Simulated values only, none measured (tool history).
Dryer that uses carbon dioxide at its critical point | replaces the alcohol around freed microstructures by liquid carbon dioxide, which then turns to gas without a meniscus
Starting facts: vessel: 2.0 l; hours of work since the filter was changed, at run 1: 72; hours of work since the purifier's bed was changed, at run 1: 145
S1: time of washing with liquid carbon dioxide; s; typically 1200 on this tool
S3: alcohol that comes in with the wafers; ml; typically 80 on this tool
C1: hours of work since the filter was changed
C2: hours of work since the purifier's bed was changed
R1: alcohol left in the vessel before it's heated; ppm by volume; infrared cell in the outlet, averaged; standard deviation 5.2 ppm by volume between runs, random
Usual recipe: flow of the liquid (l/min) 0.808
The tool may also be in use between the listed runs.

{"run": 1, "day": 0.0, "S1": 1200, "flow of the liquid (l/min)": 0.808, "S3": 80, "C1": 72, "C2": 145, "R1": 116}
{"run": 2, "day": 1.917, "S1": 1200, "flow of the liquid (l/min)": 0.808, "S3": 80, "C1": 97, "C2": 170, "R1": 123}
{"run": 3, "day": 3.738, "S1": 1200, "flow of the liquid (l/min)": 0.808, "S3": 80, "C1": 120, "C2": 193, "R1": 121}
{"run": 4, "day": 4.917, "S1": 1200, "flow of the liquid (l/min)": 0.808, "S3": 80, "C1": 136, "C2": 209, "R1": 128}
{"run": 5, "day": 5.867, "S1": 1200, "flow of the liquid (l/min)": 0.808, "S3": 80, "C1": 148, "C2": 221, "R1": 141}
{"run": 6, "day": 7.058, "S1": 1200, "flow of the liquid (l/min)": 0.808, "S3": 80, "C1": 163, "C2": 236, "R1": 139}
{"run": 7, "day": 8.1, "S1": 1200, "flow of the liquid (l/min)": 0.808, "S3": 80, "C1": 176, "C2": 250, "R1": 151}
{"run": 8, "day": 9.4, "S1": 1200, "flow of the liquid (l/min)": 1.26, "S3": 80, "C1": 193, "C2": 266, "R1": 23}
{"run": 9, "day": 10.546, "S1": 1200, "flow of the liquid (l/min)": 1.26, "S3": 80, "C1": 208, "C2": 281, "R1": 30}
{"run": 10, "day": 11.583, "S1": 1200, "flow of the liquid (l/min)": 1.26, "S3": 80, "C1": 221, "C2": 294, "R1": 33}
{"run": 11, "day": 13.129, "S1": 1200, "flow of the liquid (l/min)": 0.808, "S3": 80, "C1": 241, "C2": 314, "R1": 163}
{"run": 12, "day": 14.571, "S1": 1200, "flow of the liquid (l/min)": 0.808, "S3": 114, "C1": 260, "C2": 333, "R1": 225}
{"run": 13, "day": 16.392, "S1": 1200, "flow of the liquid (l/min)": 0.808, "S3": 114, "C1": 283, "C2": 356, "R1": 245}
{"run": 14, "day": 18.1, "S1": 1200, "flow of the liquid (l/min)": 0.808, "S3": 114, "C1": 305, "C2": 378, "R1": 257}
{"run": 15, "day": 19.346, "S1": 1200, "flow of the liquid (l/min)": 0.808, "S3": 114, "C1": 321, "C2": 394, "R1": 261}
{"run": 16, "day": 20.65, "S1": 1200, "flow of the liquid (l/min)": 0.808, "S3": 25, "C1": 338, "C2": 411, "R1": 73}
{"run": 17, "day": 22.188, "S1": 1200, "flow of the liquid (l/min)": 0.808, "S3": 25, "C1": 358, "C2": 431, "R1": 82}
{"run": 18, "day": 23.271, "S1": 1200, "flow of the liquid (l/min)": 0.808, "S3": 25, "C1": 371, "C2": 445, "R1": 82}
{"run": 19, "day": 24.142, "S1": 1200, "flow of the liquid (l/min)": 0.985, "S3": 80, "C1": 383, "C2": 456, "R1": 86}
{"run": 20, "day": 25.471, "S1": 1200, "flow of the liquid (l/min)": 0.661, "S3": 80, "C1": 400, "C2": 473, "R1": 522}
{"run": 21, "day": 26.55, "S1": 1800, "flow of the liquid (l/min)": 0.662, "S3": 80, "C1": 414, "C2": 487, "R1": 90}
{"run": 22, "day": 27.679, "S1": 1800, "flow of the liquid (l/min)": 0.662, "S3": 80, "C1": 428, "C2": 501, "R1": 97}
{"run": 23, "day": 28.983, "S1": 840, "flow of the liquid (l/min)": 0.75, "S3": 20, "C1": 445, "C2": 518, "R1": 354}
{"run": 24, "day": 29.854, "S1": 1380, "flow of the liquid (l/min)": 1.056, "S3": 26, "C1": 456, "C2": 529, "R1": 40}
{"run": 25, "day": 31.279, "S1": 1380, "flow of the liquid (l/min)": 0.808, "S3": 43, "C1": 474, "C2": 547, "R1": 81}
{"day": 32.25, "done": "inlet filter changed"}
{"run": 26, "day": 32.25, "S1": 780, "flow of the liquid (l/min)": 0.708, "S3": 42, "C1": 0, "C2": 559, "R1": 669}
{"run": 27, "day": 33.825, "S1": 1440, "flow of the liquid (l/min)": 0.808, "S3": 63, "C1": 20, "C2": 580, "R1": 63}
{"run": 28, "day": 35.721, "S1": 1200, "flow of the liquid (l/min)": 0.999, "S3": 23, "C1": 45, "C2": 604, "R1": 38}
{"run": 29, "day": 37.046, "S1": 1200, "flow of the liquid (l/min)": 1.258, "S3": 82, "C1": 62, "C2": 621, "R1": 41}
{"run": 30, "day": 38.521, "S1": 1200, "flow of the liquid (l/min)": 1.258, "S3": 82, "C1": 81, "C2": 640, "R1": 53}
{"run": 31, "day": 40.058, "S1": 1200, "flow of the liquid (l/min)": 1.258, "S3": 82, "C1": 100, "C2": 660, "R1": 51}
{"run": 32, "day": 41.396, "S1": 1320, "flow of the liquid (l/min)": 0.808, "S3": 81, "C1": 118, "C2": 677, "R1": 101}
{"run": 33, "day": 42.979, "S1": 1320, "flow of the liquid (l/min)": 0.808, "S3": 81, "C1": 138, "C2": 697, "R1": 112}
{"run": 34, "day": 43.883, "S1": 1860, "flow of the liquid (l/min)": 0.808, "S3": 81, "C1": 149, "C2": 709, "R1": 48}
{"run": 35, "day": 45.05, "S1": 1860, "flow of the liquid (l/min)": 0.808, "S3": 81, "C1": 164, "C2": 724, "R1": 44}
{"run": 36, "day": 46.888, "S1": 1080, "flow of the liquid (l/min)": 0.993, "S3": 28, "C1": 188, "C2": 748, "R1": 73}
{"run": 37, "day": 48.071, "S1": 1080, "flow of the liquid (l/min)": 0.993, "S3": 28, "C1": 203, "C2": 763, "R1": 68}
{"run": 38, "day": 49.317, "S1": 1080, "flow of the liquid (l/min)": 0.993, "S3": 28, "C1": 219, "C2": 779, "R1": 79}
{"run": 39, "day": 50.642, "S1": 1080, "flow of the liquid (l/min)": 0.993, "S3": 28, "C1": 236, "C2": 796, "R1": 78}

Each row is a separate what-if for the run after 39, all from the same tool condition, not one after another. Results?
{"run": "A", "day": 52.033, "S1": 1320, "flow of the liquid (l/min)": 0.808, "S3": 30, "C1": 254, "C2": 814, "R1": "?"}
{"run": "B", "day": 52.033, "S1": 1020, "flow of the liquid (l/min)": 0.708, "S3": 28, "C1": 254, "C2": 814, "R1": "?"}
{"run": "C", "day": 52.033, "S1": 1860, "flow of the liquid (l/min)": 0.993, "S3": 28, "C1": 254, "C2": 814, "R1": "?"}
{"run": "D", "day": 52.033, "S1": 780, "flow of the liquid (l/min)": 0.993, "S3": 28, "C1": 254, "C2": 814, "R1": "?"}
{"run": "E", "day": 52.033, "S1": 1500, "flow of the liquid (l/min)": 0.695, "S3": 55, "C1": 254, "C2": 814, "R1": "?"}

run=A R1=83
run=B R1=266
run=C R1=50
run=D R1=206
run=E R1=112
What these runs would have given with no unlogged condition in the tool:
run=A R1=28
run=B R1=152
run=C R1=8
run=D R1=109
run=E R1=42
